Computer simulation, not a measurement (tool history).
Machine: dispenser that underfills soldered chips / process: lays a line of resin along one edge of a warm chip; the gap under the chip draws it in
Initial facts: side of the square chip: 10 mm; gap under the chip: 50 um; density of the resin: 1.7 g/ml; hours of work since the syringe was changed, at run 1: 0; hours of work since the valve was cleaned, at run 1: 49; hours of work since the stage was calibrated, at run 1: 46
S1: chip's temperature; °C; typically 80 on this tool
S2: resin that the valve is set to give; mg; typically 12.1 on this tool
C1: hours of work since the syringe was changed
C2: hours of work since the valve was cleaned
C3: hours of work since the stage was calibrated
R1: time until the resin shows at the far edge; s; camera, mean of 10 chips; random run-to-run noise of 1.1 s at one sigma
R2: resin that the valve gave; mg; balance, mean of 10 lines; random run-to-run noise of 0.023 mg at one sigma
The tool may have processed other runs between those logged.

{"run": 1, "day": 0.0, "S1": 80, "S2": 12.1, "C1": 0, "C2": 49, "C3": 46, "R1": 112.5, "R2": 11.85}
{"run": 2, "day": 0.121, "S1": 81, "S2": 12.1, "C1": 2, "C2": 51, "C3": 48, "R1": 117.1, "R2": 11.85}
{"run": 3, "day": 0.275, "S1": 80, "S2": 12.1, "C1": 5, "C2": 53, "C3": 50, "R1": 142.3, "R2": 11.85}
{"run": 4, "day": 0.433, "S1": 80, "S2": 12.1, "C1": 7, "C2": 55, "C3": 53, "R1": 160.1, "R2": 11.83}
{"run": 5, "day": 0.6, "S1": 80, "S2": 12.1, "C1": 10, "C2": 58, "C3": 55, "R1": 178.6, "R2": 11.77}
{"day": 0.662, "done": "new syringe of resin"}
{"run": 6, "day": 0.708, "S1": 80, "S2": 12.1, "C1": 1, "C2": 59, "C3": 57, "R1": 116.2, "R2": 11.82}
{"run": 7, "day": 0.883, "S1": 80, "S2": 12.1, "C1": 3, "C2": 62, "C3": 60, "R1": 132.1, "R2": 11.76}
{"day": 0.95, "done": "dispensing valve cleaned and set on the balance"}
{"run": 8, "day": 1.104, "S1": 80, "S2": 12.1, "C1": 6, "C2": 2, "C3": 62, "R1": 151.2, "R2": 12.12}
{"run": 9, "day": 1.204, "S1": 80, "S2": 12.1, "C1": 8, "C2": 4, "C3": 64, "R1": 160.5, "R2": 12.12}
{"run": 10, "day": 1.333, "S1": 80, "S2": 12.1, "C1": 10, "C2": 6, "C3": 66, "R1": 180.5, "R2": 12.06}
{"day": 1.388, "done": "new syringe of resin"}
{"run": 11, "day": 1.446, "S1": 80, "S2": 12.1, "C1": 1, "C2": 7, "C3": 67, "R1": 118.6, "R2": 12.11}
{"run": 12, "day": 1.538, "S1": 80, "S2": 12.1, "C1": 2, "C2": 9, "C3": 69, "R1": 126.2, "R2": 12.06}
{"run": 13, "day": 1.704, "S1": 80, "S2": 10.3, "C1": 5, "C2": 11, "C3": 71, "R1": 151.1, "R2": 10.25}
{"run": 14, "day": 1.867, "S1": 69, "S2": 10.3, "C1": 7, "C2": 14, "C3": 74, "R1": 287.5, "R2": 10.25}
{"run": 15, "day": 2.0, "S1": 80, "S2": 14.8, "C1": 9, "C2": 16, "C3": 76, "R1": 177.6, "R2": 14.71}
{"day": 2.083, "done": "new syringe of resin"}
{"run": 16, "day": 2.133, "S1": 80, "S2": 14.8, "C1": 1, "C2": 18, "C3": 78, "R1": 113.7, "R2": 14.76}
{"run": 17, "day": 2.262, "S1": 80, "S2": 12.1, "C1": 3, "C2": 20, "C3": 80, "R1": 128.1, "R2": 12.01}
{"run": 18, "day": 2.471, "S1": 80, "S2": 12.1, "C1": 6, "C2": 23, "C3": 83, "R1": 150.0, "R2": 11.99}
{"run": 19, "day": 2.625, "S1": 90, "S2": 12.1, "C1": 8, "C2": 25, "C3": 85, "R1": 109.3, "R2": 11.98}
{"day": 2.771, "done": "new syringe of resin"}
{"run": 20, "day": 2.821, "S1": 74, "S2": 13.6, "C1": 1, "C2": 28, "C3": 88, "R1": 151.3, "R2": 13.4}
{"run": 21, "day": 2.912, "S1": 74, "S2": 13.6, "C1": 2, "C2": 30, "C3": 90, "R1": 161.1, "R2": 13.44}
{"run": 22, "day": 3.088, "S1": 73, "S2": 12.0, "C1": 5, "C2": 32, "C3": 92, "R1": 197.3, "R2": 11.83}
{"run": 23, "day": 3.208, "S1": 88, "S2": 12.4, "C1": 7, "C2": 34, "C3": 94, "R1": 110.7, "R2": 12.22}
{"run": 24, "day": 3.417, "S1": 88, "S2": 12.4, "C1": 10, "C2": 37, "C3": 97, "R1": 127.8, "R2": 12.21}
{"day": 3.458, "done": "new syringe of resin"}
{"run": 25, "day": 3.571, "S1": 77, "S2": 15.7, "C1": 2, "C2": 40, "C3": 99, "R1": 136.3, "R2": 15.42}
{"run": 26, "day": 3.767, "S1": 92, "S2": 11.2, "C1": 5, "C2": 43, "C3": 103, "R1": 89.6, "R2": 11.01}
{"run": 27, "day": 3.9, "S1": 88, "S2": 13.0, "C1": 7, "C2": 45, "C3": 105, "R1": 111.0, "R2": 12.78}
{"run": 28, "day": 3.996, "S1": 66, "S2": 13.3, "C1": 8, "C2": 46, "C3": 106, "R1": 330.0, "R2": 12.96}
{"day": 4.158, "done": "new syringe of resin"}
{"run": 29, "day": 4.175, "S1": 84, "S2": 13.2, "C1": 0, "C2": 49, "C3": 109, "R1": 95.1, "R2": 12.89}
{"run": 30, "day": 4.375, "S1": 85, "S2": 14.8, "C1": 3, "C2": 52, "C3": 112, "R1": 104.2, "R2": 14.42}
{"run": 31, "day": 4.558, "S1": 75, "S2": 13.7, "C1": 6, "C2": 55, "C3": 115, "R1": 192.4, "R2": 13.36}
{"run": 32, "day": 4.762, "S1": 75, "S2": 13.7, "C1": 9, "C2": 58, "C3": 118, "R1": 229.3, "R2": 13.34}
{"day": 4.85, "done": "new syringe of resin"}
{"run": 33, "day": 4.929, "S1": 69, "S2": 12.1, "C1": 1, "C2": 60, "C3": 120, "R1": 205.4, "R2": 11.75}
{"run": 34, "day": 5.071, "S1": 92, "S2": 14.0, "C1": 3, "C2": 62, "C3": 122, "R1": 79.3, "R2": 13.61}
{"day": 5.129, "done": "dispensing valve cleaned and set on the balance"}
{"run": 35, "day": 5.321, "S1": 92, "S2": 14.0, "C1": 7, "C2": 3, "C3": 125, "R1": 91.6, "R2": 14.04}
{"run": 36, "day": 5.488, "S1": 92, "S2": 14.0, "C1": 9, "C2": 5, "C3": 128, "R1": 106.2, "R2": 14.0}

Pick out some run-to-run changes in R1. Of each, how much would a tool without hidden state show as well, from the settings, what came in and chance, and how much is left for the hidden state and any gauge scatter not in both results compared?
Hidden state present: resin's viscosity, % of fresh resin's; dose that the valve gives, % of what is set; true chip temperature over the reading, C; drift of the gauge itself on fill_s, %; drift of the gauge itself on given_mg, %.
Run 13 -> 14: S1 80 -> 69. R1 +136.4 s: hidden state +59.0, all else +77.4.
Run 27 -> 28: S1 88 -> 66, S2 13.0 -> 13.3. R1 +219.0 s: hidden state +86.5, all else +132.5.
Run 28 -> 29: S1 66 -> 84, S2 13.3 -> 13.2, new syringe of resin. R1 -234.9 s: hidden state -117.0, all else -117.9.
Run 32 -> 33: S1 75 -> 69, S2 13.7 -> 12.1, new syringe of resin. R1 -23.9 s: hidden state -70.9, all else +47.0.
